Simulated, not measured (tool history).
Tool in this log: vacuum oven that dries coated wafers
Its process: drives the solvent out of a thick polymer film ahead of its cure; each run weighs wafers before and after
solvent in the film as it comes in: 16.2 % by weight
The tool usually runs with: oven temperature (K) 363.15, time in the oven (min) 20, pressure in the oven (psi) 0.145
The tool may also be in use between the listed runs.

| run | hour | oven temperature (K) | time in the oven (min) | pressure in the oven (psi) | solvent left in the film (%) |
|---|---|---|---|---|---|
| 1 | 0 | 363.15 | 20 | 0.145 | 3.03 |
| 2 | 43.2 | 363.15 | 20 | 0.145 | 3.2 |
| 3 | 118.6 | 363.15 | 20 | 0.145 | 3.21 |
| 4 | 187.5 | 363.15 | 20 | 0.17 | 3.2 |
| 5 | 249.6 | 363.15 | 20 | 0.171 | 3.26 |
| 6 | 325.4 | 363.15 | 20 | 0.145 | 3.1 |
| 7 | 401.1 | 363.15 | 20 | 0.255 | 3.61 |
| 8 | 474.6 | 363.15 | 20 | 0.255 | 3.58 |
| 9 | 563 | 363.15 | 20 | 0.255 | 3.67 |
| 10 | 610.8 | 363.15 | 20 | 0.255 | 3.59 |
| 11 | 692.6 | 363.15 | 20 | 0.255 | 3.61 |
| 12 | 786.4 | 363.15 | 20 | 0.255 | 3.66 |
| 13 | 871.4 | 363.15 | 20 | 0.145 | 3.2 |
|  | 880.9 | vacuum gauge cleaned of residue and calibrated |
| 14 | 952.5 | 370.15 | 20 | 0.145 | 1.87 |
| 15 | 1015.5 | 363.15 | 11 | 0.396 | 6.77 |
| 16 | 1108.5 | 358.15 | 21 | 0.213 | 4.79 |
|  | 1177.1 | vacuum gauge cleaned of residue and calibrated, once more |
| 17 | 1199.1 | 357.15 | 31 | 0.213 | 3.22 |
| 18 | 1272.7 | 351.15 | 22 | 0.367 | 7.25 |
| 19 | 1320.2 | 372.15 | 16 | 0.191 | 2.13 |
| 20 | 1407.4 | 372.15 | 16 | 0.191 | 2.21 |
| 21 | 1467.2 | 369.15 | 19 | 0.081 | 1.86 |
| 22 | 1509.2 | 369.15 | 19 | 0.081 | 1.85 |
| 23 | 1561.8 | 369.15 | 19 | 0.081 | 1.84 |
| 24 | 1635.6 | 369.15 | 19 | 0.081 | 1.84 |
| 25 | 1674.1 | 363.15 | 20 | 0.084 | 2.88 |
| 26 | 1767.8 | 363.15 | 13 | 0.416 | 5.98 |

Predict each of these 5 candidate next runs independently; none follows another, all start after run 26:
| A | 1835.4 | 348.15 | 32 | 0.131 | ? |
| B | 1835.4 | 360.15 | 13 | 0.26 | ? |
| C | 1835.4 | 355.15 | 28 | 0.493 | ? |
| D | 1835.4 | 363.15 | 13 | 0.226 | ? |
| E | 1835.4 | 363.15 | 32 | 0.145 | ? |

| run | solvent left in the film (%) |
|---|---|
| A | 5.18 |
| B | 6.34 |
| C | 5.8 |
| D | 5.39 |
| E | 1.71 |
What these runs would have given with no unlogged condition in the tool:
| run | solvent left in the film (%) |
|---|---|
| A | 5.01 |
| B | 6.2 |
| C | 5.64 |
| D | 5.25 |
| E | 1.61 |

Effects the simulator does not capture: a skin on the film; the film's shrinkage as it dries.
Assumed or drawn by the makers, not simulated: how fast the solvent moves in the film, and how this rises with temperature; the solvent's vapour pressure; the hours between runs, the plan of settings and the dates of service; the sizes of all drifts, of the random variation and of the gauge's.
